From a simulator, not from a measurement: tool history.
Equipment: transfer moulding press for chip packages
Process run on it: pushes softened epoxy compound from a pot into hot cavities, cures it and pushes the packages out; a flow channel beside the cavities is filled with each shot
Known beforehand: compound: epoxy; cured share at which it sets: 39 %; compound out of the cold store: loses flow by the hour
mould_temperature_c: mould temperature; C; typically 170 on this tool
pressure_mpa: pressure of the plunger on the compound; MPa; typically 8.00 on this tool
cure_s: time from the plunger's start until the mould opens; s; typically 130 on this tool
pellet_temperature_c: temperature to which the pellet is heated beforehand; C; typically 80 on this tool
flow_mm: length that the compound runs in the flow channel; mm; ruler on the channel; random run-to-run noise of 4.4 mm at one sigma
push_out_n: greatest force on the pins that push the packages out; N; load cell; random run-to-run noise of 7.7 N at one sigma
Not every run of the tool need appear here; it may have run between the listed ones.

| run | hour | mould_temperature_c | pressure_mpa | cure_s | pellet_temperature_c | incoming compound's hours out of the cold store | flow_mm | push_out_n |
|---|---|---|---|---|---|---|---|---|
| 1 | 0.0 | 170 | 8.00 | 130 | 80 | 11.4 | 873 | 423 |
| 2 | 8.5 | 170 | 8.00 | 130 | 80 | 39.4 | 790 | 441 |
| 3 | 16.0 | 170 | 8.00 | 130 | 73 | 25.1 | 829 | 452 |
| 4 | 21.8 | 170 | 8.00 | 130 | 73 | 29.5 | 810 | 449 |
| 5 | 30.5 | 170 | 8.00 | 130 | 80 | 46.8 | 771 | 446 |
| 6 | 35.3 | 170 | 8.00 | 130 | 80 | 42.1 | 773 | 459 |
| 7 | 45.0 | 170 | 8.00 | 130 | 80 | 14.6 | 854 | 521 |
| 8 | 54.4 | 170 | 8.00 | 130 | 80 | 24.4 | 823 | 478 |
|  | 57.8 | cavities cleaned with cleaning compound and waxed |
| 9 | 60.3 | 170 | 8.00 | 130 | 80 | 11.8 | 873 | 351 |
| 10 | 65.7 | 170 | 8.00 | 130 | 80 | 41.0 | 784 | 353 |
|  | 70.0 | plunger's sealing rings changed |
| 11 | 77.9 | 170 | 8.00 | 130 | 80 | 15.8 | 903 | 395 |
| 12 | 86.8 | 170 | 8.00 | 130 | 80 | 41.2 | 820 | 405 |
| 13 | 92.4 | 170 | 8.00 | 130 | 80 | 32.1 | 845 | 410 |
| 14 | 97.7 | 170 | 7.02 | 130 | 80 | 29.9 | 794 | 418 |
| 15 | 107.9 | 170 | 8.00 | 130 | 80 | 23.6 | 864 | 450 |
| 16 | 113.9 | 170 | 8.00 | 130 | 80 | 18.9 | 888 | 469 |
| 17 | 121.5 | 173 | 9.91 | 126 | 80 | 29.2 | 938 | 428 |
| 18 | 127.0 | 173 | 9.91 | 126 | 80 | 23.0 | 958 | 448 |
| 19 | 131.7 | 167 | 9.58 | 153 | 78 | 19.5 | 982 | 476 |
| 20 | 141.6 | 167 | 9.58 | 116 | 78 | 14.3 | 998 | 790 |
|  | 147.1 | cavities cleaned with cleaning compound and waxed |
| 21 | 152.6 | 172 | 7.70 | 138 | 87 | 38.7 | 784 | 312 |
| 22 | 160.0 | 173 | 9.83 | 121 | 74 | 46.5 | 874 | 363 |
| 23 | 169.0 | 173 | 9.83 | 121 | 73 | 33.1 | 904 | 371 |
| 24 | 175.8 | 173 | 9.83 | 121 | 73 | 40.7 | 898 | 379 |
| 25 | 181.6 | 173 | 9.83 | 121 | 73 | 31.2 | 918 | 424 |
| 26 | 187.3 | 173 | 9.83 | 121 | 73 | 33.7 | 922 | 440 |
| 27 | 194.1 | 173 | 8.00 | 144 | 79 | 41.6 | 798 | 367 |
| 28 | 201.6 | 172 | 8.00 | 160 | 80 | 17.5 | 862 | 393 |
| 29 | 211.4 | 172 | 8.00 | 160 | 80 | 42.8 | 799 | 399 |

A few steps of flow_mm between consecutive runs. Split each: what settings, incoming material and random variation would produce without the hidden state, and what is left over for the hidden state, along with gauge scatter present in only one of the two compared results (measured, and without hidden state):
Hidden state at play: true mould temperature over the reading, C; pressure that reaches the compound, % of what is set; grip of the stained cavities, % over clean ones'; drift of the gauge itself on flow_mm, %; drift of the gauge itself on push_out_n, %.
Run 6 -> 7: no setting touched and nothing written in the log between the runs. flow_mm +81 mm: hidden state -5, all else +86.
Run 10 -> 11: plunger's sealing rings changed. flow_mm +119 mm: hidden state +41, all else +78.
Run 20 -> 21: mould_temperature_c 167 -> 172, pressure_mpa 9.58 -> 7.70, cure_s 116 -> 138, pellet_temperature_c 78 -> 87, cavities cleaned with cleaning compound and waxed. flow_mm -214 mm: hidden state +1, all else -215.
Run 26 -> 27: pressure_mpa 9.83 -> 8.00, cure_s 121 -> 144, pellet_temperature_c 73 -> 79. flow_mm -124 mm: hidden state +0, all else -124.

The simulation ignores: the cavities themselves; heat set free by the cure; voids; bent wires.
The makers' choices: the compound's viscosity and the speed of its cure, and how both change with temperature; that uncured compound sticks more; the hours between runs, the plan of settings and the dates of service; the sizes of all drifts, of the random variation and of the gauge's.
